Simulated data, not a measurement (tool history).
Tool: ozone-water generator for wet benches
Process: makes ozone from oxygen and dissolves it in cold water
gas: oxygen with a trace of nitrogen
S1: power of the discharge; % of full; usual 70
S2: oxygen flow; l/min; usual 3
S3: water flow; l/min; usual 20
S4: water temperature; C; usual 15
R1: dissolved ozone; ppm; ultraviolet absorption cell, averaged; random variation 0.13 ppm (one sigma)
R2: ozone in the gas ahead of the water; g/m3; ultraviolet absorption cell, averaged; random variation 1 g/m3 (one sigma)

run    hour  S1  S2  S3  S4    R1     R2
  1       0  70   3  20  15  13.9  172.7
  2    70.9  70   3  20  15  14.1  174.9
  3   149.4  70   3  20  15  14.2  173.9
  4     265  70   3  20  15  13.9  173.4
  5   377.4  70   3  20  15    14  176.7
  6   493.3  70   3  20  15    14  174.9
  7     602  70   3  20  15  13.9  174.9
      622.7  -- contactor cleaned
  8   660.5  70   3  14  15  19.2  173.6
  9   756.2  70   3  20  15  14.1  176.6
 10   853.8  70   3  20  15  13.8  177.1
 11   943.4  84   3  20  15  15.5    197
 12  1022.2  84   3  20  15  15.3  196.4
 13  1072.1  84   3  20  15  15.7  195.9
 14  1152.2  70   3  20  16  13.7  177.9
 15  1266.4  70   3  30  15     9  177.4
 16  1324.7  70   3  30  15   9.1    177
 17  1426.8  70   3  30  15   9.4  175.8

Forecast run 18:
 18  1508.2  70  3.34  20  15   ?   ?

R1: 14.4 ppm
R2: 171.8 g/m3
Without the tool's hidden state the same run would have given R1 14.4 ppm, R2 168.3 g/m3.

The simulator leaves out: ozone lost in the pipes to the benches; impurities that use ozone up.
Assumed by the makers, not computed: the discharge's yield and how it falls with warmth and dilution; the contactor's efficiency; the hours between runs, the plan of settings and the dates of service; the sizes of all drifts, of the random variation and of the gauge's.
